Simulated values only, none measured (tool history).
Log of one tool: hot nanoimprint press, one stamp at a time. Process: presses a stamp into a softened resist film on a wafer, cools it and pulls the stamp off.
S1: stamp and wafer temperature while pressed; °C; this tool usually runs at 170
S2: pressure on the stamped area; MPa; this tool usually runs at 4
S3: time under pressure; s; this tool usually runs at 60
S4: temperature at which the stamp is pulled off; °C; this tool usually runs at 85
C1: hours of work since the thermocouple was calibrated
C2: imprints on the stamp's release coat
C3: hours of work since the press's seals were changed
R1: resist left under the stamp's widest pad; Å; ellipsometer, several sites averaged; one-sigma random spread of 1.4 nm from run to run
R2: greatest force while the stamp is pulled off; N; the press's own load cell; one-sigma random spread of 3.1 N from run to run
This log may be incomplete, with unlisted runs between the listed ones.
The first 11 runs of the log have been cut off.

run,hour,S1,S2,S3,S4,C1,C2,C3,R1,R2
12,194.9,171,2.56,60,85,502,1629,480,2735,231
13,206.5,170,4,60,85,510,1685,488,2432,242
14,219.8,170,4,60,85,519,1750,497,2464,232
# hour 241.4: plate thermocouple calibrated
15,241.4,170,4,60,85,0,1841,509,2205,226
16,260.3,170,4,60,85,13,1934,522,2240,244
17,279.6,170,4,60,85,25,2028,534,2250,246
18,296.5,172,4,60,81,37,2110,546,2097,260
19,314.1,160,5.19,60,81,48,2196,557,2852,262
20,330.5,175,4,37,81,59,2276,568,2212,273
21,350.5,164,4,105,85,73,2374,582,2369,251
# hour 368.6: stamp cleaned and given a new release coat
22,374,170,3,60,79,84,26,593,2535,169
23,391.4,170,3,60,79,96,111,605,2537,173
24,405.5,168,3,62,79,105,180,614,2717,175
25,418.5,159,3,38,93,114,244,623,3537,133
26,440.2,159,3,38,93,128,350,637,3564,137
27,450.8,171,4,60,79,135,401,644,2174,187
28,468,170,6.29,62,85,147,485,656,1871,168
29,492.4,170,6.29,62,77,163,605,672,1855,195
30,505.4,170,6.29,62,77,172,668,681,1869,215
31,519.3,169,4.4,47,71,181,736,690,2450,231

3 options for the next run, each taken on its own from the tool as it stands now. Forecast them:
A,531.2,180,5.73,47,92,189,794,698,?,?
B,531.2,169,4.4,35,71,189,794,698,?,?
C,531.2,164,4,60,85,189,794,698,?,?

run,R1,R2
A,1483,160
B,2659,237
C,2761,187
Stripped of hidden state, with their random variation kept, the same runs would have yielded:
run,R1,R2
A,1411,127
B,2572,189
C,2675,149

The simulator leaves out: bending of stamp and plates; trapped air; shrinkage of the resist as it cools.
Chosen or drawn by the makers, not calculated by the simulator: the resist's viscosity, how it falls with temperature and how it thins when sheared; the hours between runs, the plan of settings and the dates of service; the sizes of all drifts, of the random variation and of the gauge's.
